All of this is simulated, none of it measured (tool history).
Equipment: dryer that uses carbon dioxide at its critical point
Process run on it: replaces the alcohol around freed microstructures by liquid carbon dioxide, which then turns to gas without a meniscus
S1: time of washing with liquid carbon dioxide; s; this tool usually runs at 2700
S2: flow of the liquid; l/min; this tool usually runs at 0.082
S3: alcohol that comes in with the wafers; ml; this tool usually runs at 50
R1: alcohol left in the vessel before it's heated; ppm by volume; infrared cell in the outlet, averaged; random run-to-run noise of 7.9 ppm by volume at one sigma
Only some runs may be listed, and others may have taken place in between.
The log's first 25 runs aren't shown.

| run | hour | S1 | S2 | S3 | R1 |
|---|---|---|---|---|---|
| 26 | 433.1 | 2700 | 0.082 | 64 | 947 |
| 27 | 459.7 | 2160 | 0.078 | 47 | 2213 |
| 28 | 483.5 | 2160 | 0.078 | 47 | 2259 |
| 29 | 507 | 3720 | 0.0775 | 23 | 180 |
| 30 | 522.3 | 3720 | 0.0775 | 23 | 183 |
| 31 | 539.4 | 1620 | 0.0681 | 50 | 8751 |
| 32 | 557.7 | 1620 | 0.0681 | 50 | 8933 |
| 33 | 571 | 2700 | 0.082 | 40 | 699 |
| 34 | 589.1 | 2040 | 0.082 | 50 | 2580 |
| 35 | 612.9 | 1800 | 0.082 | 50 | 4017 |
| 36 | 639.3 | 2940 | 0.082 | 50 | 612 |
| 37 | 658.9 | 2940 | 0.082 | 50 | 614 |
| 38 | 673.3 | 2940 | 0.082 | 50 | 644 |
| 39 | 698.9 | 3180 | 0.0749 | 50 | 678 |
| 40 | 720.8 | 2040 | 0.1345 | 41 | 313 |
| 41 | 739.9 | 2040 | 0.1345 | 41 | 322 |
| 42 | 766.2 | 2040 | 0.1345 | 41 | 338 |
| 43 | 782.4 | 2040 | 0.1345 | 41 | 328 |
| 44 | 793.9 | 2040 | 0.1345 | 41 | 335 |
| 45 | 808.9 | 2280 | 0.0797 | 26 | 1188 |
| 46 | 830.2 | 2280 | 0.1244 | 43 | 323 |

Alternative continuations, all from the tool just after run 46; predict every row:
| A | 843.4 | 1920 | 0.056 | 112 | ? |
| B | 843.4 | 4260 | 0.1244 | 96 | ? |
| C | 843.4 | 4200 | 0.1373 | 32 | ? |

| run | R1 |
|---|---|
| A | 23055 |
| B | 121 |
| C | 132 |
Take away the tool's hidden state, keep each run's random variation, and the runs would have read:
| run | R1 |
|---|---|
| A | 15650 |
| B | 0 |
| C | 9 |
